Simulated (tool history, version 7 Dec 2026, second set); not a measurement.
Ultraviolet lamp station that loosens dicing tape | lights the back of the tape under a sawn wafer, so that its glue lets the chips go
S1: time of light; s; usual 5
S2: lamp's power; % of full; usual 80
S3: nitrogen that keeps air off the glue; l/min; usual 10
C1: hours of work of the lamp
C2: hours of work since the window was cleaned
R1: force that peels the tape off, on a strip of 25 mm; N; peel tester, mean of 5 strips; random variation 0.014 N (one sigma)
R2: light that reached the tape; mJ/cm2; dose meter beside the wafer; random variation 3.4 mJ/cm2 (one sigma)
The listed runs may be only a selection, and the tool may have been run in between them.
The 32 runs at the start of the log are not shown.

{"day": 90.512, "done": "window cleaned of glue's vapour"}
{"run": 33, "day": 91.442, "S1": 4, "S2": 83, "S3": 11, "C1": 648, "C2": 17, "R1": 1.82, "R2": 300}
{"run": 34, "day": 95.058, "S1": 4, "S2": 83, "S3": 11, "C1": 714, "C2": 83, "R1": 1.883, "R2": 278}
{"run": 35, "day": 97.662, "S1": 3, "S2": 66, "S3": 4, "C1": 762, "C2": 131, "R1": 3.661, "R2": 160}
{"day": 98.512, "done": "lamp changed"}
{"run": 36, "day": 99.833, "S1": 3, "S2": 66, "S3": 4, "C1": 24, "C2": 170, "R1": 2.692, "R2": 261}
{"run": 37, "day": 101.421, "S1": 5, "S2": 78, "S3": 12, "C1": 53, "C2": 199, "R1": 0.787, "R2": 506}
{"run": 38, "day": 105.104, "S1": 5, "S2": 74, "S3": 5, "C1": 121, "C2": 267, "R1": 1.361, "R2": 449}
{"day": 107.458, "done": "window cleaned of glue's vapour"}
{"run": 39, "day": 108.638, "S1": 5, "S2": 78, "S3": 12, "C1": 185, "C2": 22, "R1": 0.796, "R2": 493}
{"run": 40, "day": 110.996, "S1": 5, "S2": 78, "S3": 12, "C1": 229, "C2": 65, "R1": 0.866, "R2": 469}
{"run": 41, "day": 114.225, "S1": 6, "S2": 75, "S3": 10, "C1": 288, "C2": 124, "R1": 0.787, "R2": 509}
{"run": 42, "day": 117.117, "S1": 10, "S2": 98, "S3": 12, "C1": 341, "C2": 177, "R1": 0.151, "R2": 1069}
{"run": 43, "day": 119.75, "S1": 10, "S2": 98, "S3": 12, "C1": 389, "C2": 225, "R1": 0.152, "R2": 1030}

Predict each of these 3 candidate next runs independently; none follows another, all start after run 43:
{"run": "A", "day": 121.321, "S1": 10, "S2": 98, "S3": 12, "C1": 418, "C2": 254, "R1": "?", "R2": "?"}
{"run": "B", "day": 121.321, "S1": 3, "S2": 80, "S3": 10, "C1": 418, "C2": 254, "R1": "?", "R2": "?"}
{"run": "C", "day": 121.321, "S1": 3, "S2": 63, "S3": 5, "C1": 418, "C2": 254, "R1": "?", "R2": "?"}

run=A R1=0.166 R2=998
run=B R1=2.28 R2=250
run=C R1=3.139 R2=194
With no hidden state in the tool, these same runs would have given:
run=A R1=0.106 R2=1361
run=B R1=1.596 R2=340
run=C R1=2.467 R2=264
